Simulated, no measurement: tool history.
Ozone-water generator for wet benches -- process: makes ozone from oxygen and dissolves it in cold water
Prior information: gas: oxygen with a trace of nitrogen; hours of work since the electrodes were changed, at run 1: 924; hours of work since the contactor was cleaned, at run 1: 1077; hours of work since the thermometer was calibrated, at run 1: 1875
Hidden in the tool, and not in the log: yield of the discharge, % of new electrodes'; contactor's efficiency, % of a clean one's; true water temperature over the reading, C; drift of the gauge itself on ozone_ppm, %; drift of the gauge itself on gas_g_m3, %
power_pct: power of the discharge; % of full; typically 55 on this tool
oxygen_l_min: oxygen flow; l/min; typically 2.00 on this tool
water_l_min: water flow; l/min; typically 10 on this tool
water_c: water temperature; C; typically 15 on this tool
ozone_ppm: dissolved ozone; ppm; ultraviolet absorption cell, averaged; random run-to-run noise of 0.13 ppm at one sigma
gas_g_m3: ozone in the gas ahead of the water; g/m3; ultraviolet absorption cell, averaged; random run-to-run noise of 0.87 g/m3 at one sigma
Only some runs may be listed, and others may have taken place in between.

run     day  power_pct  oxygen_l_min  water_l_min  water_c  hours of work since the electrodes were changed  hours of work since the contactor was cleaned  hours of work since the thermometer was calibrated  ozone_ppm  gas_g_m3
  1   0.000         55          2.00           10       15                                              924                                           1077                                                1875       14.2     140.2
  2   0.562         55          2.00           10       15                                              937                                           1090                                                1888       14.2     140.0
  3   1.462         55          1.92           10       15                                              957                                           1111                                                1908       14.4     143.1
  4   2.612         55          2.00           10       15                                              984                                           1137                                                1935       14.1     137.9
  5   3.821         55          2.00           10       15                                             1011                                           1164                                                1962       14.3     139.4
  6   4.829         55          2.00           11       15                                             1034                                           1187                                                1985       13.0     139.8
  7   5.817         55          2.00           10       15                                             1057                                           1210                                                2008       14.4     139.4
  8   7.017         55          2.00           10       15                                             1084                                           1237                                                2035       14.3     139.1
  9   7.921         55          2.00           10       15                                             1105                                           1258                                                2056       14.5     137.0
 10   8.575         55          2.00           10       15                                             1120                                           1273                                                2071       14.4     140.2
 11   9.517         99          2.00           10       15                                             1141                                           1294                                                2092       23.0     224.5
 12  10.546         99          2.00           10       15                                             1165                                           1318                                                2116       22.6     223.6
 13  11.483         99          2.00           10       15                                             1186                                           1339                                                2137       22.9     221.5
 14  12.575         55          2.00           10       15                                             1211                                           1364                                                2162       14.0     139.4
 15  13.746         51          2.29           11       22                                             1238                                           1391                                                2189       11.3     119.9
 16  14.408         43          2.78           11       18                                             1253                                           1406                                                2204       10.1      92.6
 17  15.550         43          2.78           11       18                                             1279                                           1432                                                2230       10.3      91.6
 18  16.371         43          1.50            8       18                                             1298                                           1451                                                2249       13.6     135.1
 19  17.038         57          2.00           10       15                                             1313                                           1466                                                2264       14.4     142.2
 20  17.896         71          1.30            8       15                                             1333                                           1486                                                2284       20.8     220.7
 21  18.996         71          1.12            8       15                                             1358                                           1511                                                2309       20.5     240.0
 22  19.538         55          2.00           10       22                                             1370                                           1523                                                2321       12.9     137.7
 23  20.629         43          2.00           10       17                                             1395                                           1548                                                2346       11.2     112.9

Run 24 has not been measured yet. What should we expect?
 24  21.562         43          2.00           10       17                                             1416                                           1570                                                2367          ?         ?

Run 24 measured ozone_ppm 11.4 ppm, gas_g_m3 112.7 g/m3.
With the hidden condition absent and the run-to-run variation left alone, this run would have shown ozone_ppm 12.0 ppm, gas_g_m3 116.2 g/m3.

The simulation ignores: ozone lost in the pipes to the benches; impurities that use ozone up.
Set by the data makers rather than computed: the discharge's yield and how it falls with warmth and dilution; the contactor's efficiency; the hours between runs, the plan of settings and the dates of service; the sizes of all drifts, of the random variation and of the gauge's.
